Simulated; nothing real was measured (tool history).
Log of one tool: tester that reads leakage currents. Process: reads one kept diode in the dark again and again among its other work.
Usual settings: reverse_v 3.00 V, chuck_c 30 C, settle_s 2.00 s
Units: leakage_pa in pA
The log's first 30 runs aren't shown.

run	day	reverse_v	chuck_c	settle_s	hours of work since the probe card was cleaned	hours of work since the tester was calibrated	hours of work since the chuck was calibrated	leakage_pa
31	101.483	10.91	22	0.38	538	3351	1373	218.83
32	103.612	10.91	22	0.38	563	3376	1398	219.01
33	106.633	3.23	43	0.38	598	3412	1433	614.35
34	110.662	3.23	43	0.38	645	3459	1480	618.46
35	112.633	1.43	32	1.12	668	3482	1503	210.41
36	115.067	1.43	32	1.12	697	3510	1532	211.85
37	119.225	1.43	32	1.12	745	3559	1580	211.90
38	123.608	1.02	32	0.37	797	3610	1632	188.69
39	126.617	1.44	24	5.01	832	3645	1667	116.49
40	131.104	1.44	24	5.01	884	3698	1719	117.18

Forecast each of these 4 alternatives for the next run:
A	133.538	1.84	21	0.33	913	3726	1748	?
B	133.538	9.88	28	1.01	913	3726	1748	?
C	133.538	16.64	57	2.00	913	3726	1748	?
D	133.538	13.66	36	5.01	913	3726	1748	?

run	leakage_pa
A	104.25
B	327.60
C	2793.71
D	649.07
Without the tool's hidden state the same runs would have given:
run	leakage_pa
A	95.47
B	295.62
C	2627.97
D	594.41
